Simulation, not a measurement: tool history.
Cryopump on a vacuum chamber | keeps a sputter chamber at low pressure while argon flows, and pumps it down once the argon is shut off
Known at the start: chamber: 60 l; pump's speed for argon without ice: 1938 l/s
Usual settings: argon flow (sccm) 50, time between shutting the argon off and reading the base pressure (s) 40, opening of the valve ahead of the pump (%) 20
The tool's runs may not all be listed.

run	day	argon flow (sccm)	time between shutting the argon off and reading the base pressure (s)	opening of the valve ahead of the pump (%)	pressure while argon flows (Pa)	pressure after the wait (uPa)
1	0	50	40	20	0.2206	2.76
2	0.488	50	40	20	0.2199	2.82
3	1.108	50	40	20	0.2208	2.84
4	1.758	50	40	20	0.2177	2.78
5	2.196	50	40	20	0.2216	2.81
6	2.604	36	40	20	0.1581	2.88
7	3.262	50	40	20	0.2201	2.88
8	3.821	50	40	20	0.2193	2.89
9	4.133	50	62	20	0.2192	2.43
10	4.554	50	62	20	0.2193	2.37
11	5.025	49	40	20	0.2158	2.88
12	5.533	49	40	20	0.2183	2.97
13	6.112	50	64	20	0.2199	2.41
14	6.75	50	64	20	0.2209	2.43
15	7.154	50	28	20	0.2214	3.51
16	7.438	93	28	20	0.4137	3.57
17	8.058	36	85	20	0.1577	2.27
18	8.442	36	85	20	0.1592	2.28
19	8.904	36	85	20	0.1591	2.3
20	9.454	31	40	20	0.1386	2.95
21	9.871	31	40	20	0.138	2.94
22	10.367	56	218	20	0.2493	1.88
23	10.846	20	185	43	0.0425	1.92
24	11.192	50	160	23	0.1953	1.98
25	11.592	50	117	39	0.1178	2.13
26	11.879	50	117	39	0.1155	2.21
27	12.175	60	117	39	0.1405	2.14
28	12.542	60	117	39	0.1393	2.18
29	13.138	60	117	39	0.1401	2.14
30	13.438	55	166	20	0.2466	2.1
31	13.967	55	166	20	0.2454	2.06

4 ways to go on from here, each from the tool as it stands after run 31. What would each give?
A	14.3	50	181	32	?	?
B	14.3	36	159	37	?	?
C	14.3	75	207	20	?	?
D	14.3	44	32	18	?	?

run	pressure while argon flows (Pa)	pressure after the wait (uPa)
A	0.1423	1.96
B	0.0891	2.02
C	0.3366	1.94
D	0.2186	3.44
Without the tool's hidden state the same runs would have given:
run	pressure while argon flows (Pa)	pressure after the wait (uPa)
A	0.1369	0.43
B	0.0852	0.48
C	0.3285	0.4
D	0.2139	1.86

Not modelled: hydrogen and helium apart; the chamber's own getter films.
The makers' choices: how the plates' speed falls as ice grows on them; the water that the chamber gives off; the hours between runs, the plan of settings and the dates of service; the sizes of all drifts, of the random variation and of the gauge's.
